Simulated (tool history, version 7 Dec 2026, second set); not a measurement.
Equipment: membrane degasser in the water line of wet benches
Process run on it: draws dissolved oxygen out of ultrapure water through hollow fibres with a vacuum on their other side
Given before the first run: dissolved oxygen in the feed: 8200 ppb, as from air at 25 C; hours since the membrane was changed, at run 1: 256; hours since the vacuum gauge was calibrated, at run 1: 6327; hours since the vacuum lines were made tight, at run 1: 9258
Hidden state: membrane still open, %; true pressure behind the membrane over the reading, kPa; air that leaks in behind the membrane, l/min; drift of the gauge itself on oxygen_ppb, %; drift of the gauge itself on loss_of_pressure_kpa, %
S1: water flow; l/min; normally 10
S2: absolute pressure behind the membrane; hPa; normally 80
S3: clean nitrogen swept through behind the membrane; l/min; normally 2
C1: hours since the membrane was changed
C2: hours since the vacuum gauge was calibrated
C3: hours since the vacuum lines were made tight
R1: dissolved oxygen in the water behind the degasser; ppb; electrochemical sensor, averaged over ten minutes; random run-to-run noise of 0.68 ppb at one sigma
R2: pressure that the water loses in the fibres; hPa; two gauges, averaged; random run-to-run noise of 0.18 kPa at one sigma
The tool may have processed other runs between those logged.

run,day,S1,S2,S3,C1,C2,C3,R1,R2
1,0,10,80,2,256,6327,9258,68.2,322.8
2,9,10,80,2,472,6543,9474,68.2,321.3
3,15.792,10,80,2,635,6706,9637,69.9,324.4
4,20.879,7,80,2,757,6828,9759,49.8,228
5,27.788,7,80,2,923,6994,9925,48.7,228.9
6,34.05,10,80,4.15,1073,7144,10075,35.7,323.2
7,39.204,10,80,4.15,1197,7268,10199,35.7,323.9
8,46.312,10,80,2,1368,7438,10369,70.7,322.6
9,55.338,10,80,2,1584,7655,10586,69.4,323.3
10,63.867,8,80,2,1789,7859,10791,56.4,261.3
11,72.208,8,80,2,1989,8060,10991,56.4,257.1
12,75.912,6,80,2.36,2078,8149,11080,37.3,192.9
13,83.488,8,188.5,1.02,2260,8330,11262,318.2,262.6
14,87.642,7,148.9,2.31,2360,8430,11361,100.8,228.2
15,91.608,14,73.6,1.6,2455,8525,11456,109.5,456.5
16,99.171,7,68.5,5.98,2636,8707,11638,14.3,226.2
# day 103.475: vacuum gauge calibrated
17,103.475,8,80,5.74,2739,0,11741,19.3,262.9
18,110.325,7,52.6,2.73,2904,164,11905,15,227.6
19,113.975,10,87,1.02,2991,252,11993,136.5,326.3
20,119.946,10,87,1.02,3134,395,12136,135.9,327.7
21,128.321,14,66.8,1.04,3335,596,12337,122.2,453.1
22,132.696,14,66.8,1.04,3440,701,12442,125.2,451.6

Same runs, no hidden state in the tool, same run-to-run variation:
run,R1,R2
1,60.8,322.6
2,60.6,320.9
3,62,323.8
4,42.7,227.5
5,41.5,228.3
6,31.4,322.2
7,31.3,322.8
8,62,321.3
9,60.7,321.7
10,48.1,259.9
11,48,255.5
12,30.6,191.7
13,287.1,260.8
14,87.7,226.5
15,96.3,453.1
16,11.6,224.4
17,17.5,260.7
18,13.4,225.6
19,128.2,323.3
20,127.4,324.5
21,116.6,448.4
22,119.2,446.8
